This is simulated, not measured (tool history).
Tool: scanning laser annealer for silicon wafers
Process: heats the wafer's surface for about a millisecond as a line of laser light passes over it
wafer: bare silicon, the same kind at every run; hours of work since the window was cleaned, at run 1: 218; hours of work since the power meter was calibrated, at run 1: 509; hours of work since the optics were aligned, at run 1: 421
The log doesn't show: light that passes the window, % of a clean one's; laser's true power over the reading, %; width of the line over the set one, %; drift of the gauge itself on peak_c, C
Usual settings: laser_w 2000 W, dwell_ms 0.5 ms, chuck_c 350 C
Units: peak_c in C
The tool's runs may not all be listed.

| run | day | laser_w | dwell_ms | chuck_c | hours of work since the window was cleaned | hours of work since the power meter was calibrated | hours of work since the optics were aligned | peak_c |
|---|---|---|---|---|---|---|---|---|
| 1 | 0 | 2000 | 0.5 | 350 | 218 | 509 | 421 | 1081 |
| 2 | 1.571 | 2000 | 0.5 | 377 | 235 | 526 | 438 | 1105 |
| 3 | 2.721 | 2000 | 0.351 | 377 | 247 | 538 | 450 | 969 |
| 4 | 3.975 | 2000 | 0.351 | 377 | 260 | 551 | 464 | 970 |
| 5 | 5.454 | 2000 | 0.351 | 377 | 276 | 567 | 479 | 966 |
| 6 | 6.746 | 2000 | 0.351 | 377 | 290 | 581 | 493 | 965 |
| 7 | 9.208 | 2000 | 0.351 | 377 | 316 | 607 | 519 | 962 |
| 8 | 11.579 | 2000 | 0.351 | 377 | 341 | 632 | 545 | 963 |
| 9 | 12.708 | 2000 | 0.351 | 377 | 353 | 644 | 557 | 963 |
| 10 | 14.738 | 2000 | 0.5 | 379 | 375 | 666 | 578 | 1094 |
| 11 | 16.862 | 2000 | 0.5 | 358 | 398 | 689 | 601 | 1075 |
| 12 | 18.929 | 2000 | 0.369 | 350 | 420 | 711 | 623 | 949 |
| 13 | 21.375 | 2000 | 0.369 | 350 | 446 | 737 | 649 | 946 |
| 14 | 23.329 | 2000 | 0.369 | 350 | 466 | 758 | 670 | 945 |
| 15 | 24.846 | 2000 | 0.369 | 350 | 483 | 774 | 686 | 946 |
| 16 | 26.517 | 2000 | 0.592 | 346 | 500 | 792 | 704 | 1131 |
| 17 | 27.958 | 2132 | 0.36 | 312 | 516 | 807 | 719 | 950 |
| 18 | 29.654 | 2132 | 0.36 | 312 | 534 | 825 | 737 | 947 |
| 19 | 32.212 | 2124 | 0.5 | 365 | 561 | 852 | 765 | 1130 |
|  | 32.421 | window over the wafer cleaned |
| 20 | 33.825 | 2057 | 0.455 | 357 | 15 | 869 | 781 | 1070 |
| 21 | 35.433 | 2000 | 0.444 | 325 | 32 | 886 | 798 | 1005 |
| 22 | 37.517 | 2000 | 0.405 | 313 | 54 | 908 | 820 | 955 |
|  | 37.962 | optics aligned, line set to its width |
| 23 | 39.817 | 1822 | 0.405 | 333 | 77 | 930 | 20 | 921 |
| 24 | 41.433 | 1905 | 0.472 | 333 | 94 | 947 | 37 | 1011 |
| 25 | 43.717 | 1905 | 0.601 | 364 | 118 | 972 | 61 | 1146 |
| 26 | 45.638 | 1856 | 0.601 | 368 | 139 | 992 | 82 | 1123 |
| 27 | 46.712 | 1828 | 0.564 | 373 | 150 | 1004 | 93 | 1085 |

Forecast run 28:
| 28 | 47.771 | 1726 | 0.491 | 316 | 161 | 1015 | 105 | ? |

peak_c: 925 C
Without the tool's hidden state the same run would have given peak_c 936 C.
